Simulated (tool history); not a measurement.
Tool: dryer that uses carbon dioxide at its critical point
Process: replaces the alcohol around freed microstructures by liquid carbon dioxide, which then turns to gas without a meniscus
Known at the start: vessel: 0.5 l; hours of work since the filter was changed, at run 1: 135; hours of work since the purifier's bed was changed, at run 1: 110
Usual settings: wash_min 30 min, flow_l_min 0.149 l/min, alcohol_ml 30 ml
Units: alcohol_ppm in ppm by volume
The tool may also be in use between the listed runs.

run,hour,wash_min,flow_l_min,alcohol_ml,hours of work since the filter was changed,hours of work since the purifier's bed was changed,alcohol_ppm
1,0,30,0.149,30,135,110,70
2,15.6,30,0.149,30,144,120,76
3,28.1,30,0.149,30,151,127,75
4,40.1,30,0.149,30,158,134,77
5,56.1,30,0.149,120,168,143,260
6,63.9,36,0.149,30,172,148,46
7,77.2,36,0.149,30,180,156,37
8,86.4,36,0.149,30,185,161,42

Forecast run 9:
9,98.4,36,0.108,42,192,168,?

{"run 9": {"alcohol_ppm": 250}}
Without the tool's hidden state the same run would have given alcohol_ppm 181 ppm by volume.
